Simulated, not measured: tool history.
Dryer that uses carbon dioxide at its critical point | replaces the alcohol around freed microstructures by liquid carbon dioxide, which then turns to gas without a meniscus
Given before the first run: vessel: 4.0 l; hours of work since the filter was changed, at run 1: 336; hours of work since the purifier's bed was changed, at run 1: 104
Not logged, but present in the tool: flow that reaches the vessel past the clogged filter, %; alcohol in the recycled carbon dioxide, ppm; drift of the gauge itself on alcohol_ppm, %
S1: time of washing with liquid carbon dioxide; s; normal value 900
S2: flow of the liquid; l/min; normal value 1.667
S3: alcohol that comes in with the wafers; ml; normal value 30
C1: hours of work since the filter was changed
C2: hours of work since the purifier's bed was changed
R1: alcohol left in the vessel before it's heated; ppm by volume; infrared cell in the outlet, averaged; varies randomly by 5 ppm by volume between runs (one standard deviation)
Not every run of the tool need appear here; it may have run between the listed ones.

run    day   S1     S2  S3   C1   C2   R1
  1  0.000  900  1.667  30  336  104   64
  2  0.683  900  1.667  30  346  115   66
  3  1.283  900  1.667  30  356  124   65
  4  1.654  900  1.667  30  361  129   70
  5  2.125  900  1.667  30  369  137   76
  6  2.733  840  1.667  30  378  146   84
  7  3.438  900  2.580  30  389  157   36
  8  3.858  900  2.580  30  395  163   47
  9  4.575  900  1.960  72  406  174   77
 10  4.954  900  1.390  72  412  180  280

Alternative continuations, all from the tool just after run 10; predict every row:
  A  5.296  1320  1.390  30  417  185   ?
  B  5.296  1320  1.330  78  417  185   ?
  C  5.296   900  1.667  46  417  185   ?

run  R1
  A  46
  B  79
  C  97
Take away the tool's hidden state, keep each run's random variation, and the runs would have read:
run  R1
  A   0
  B  15
  C  28
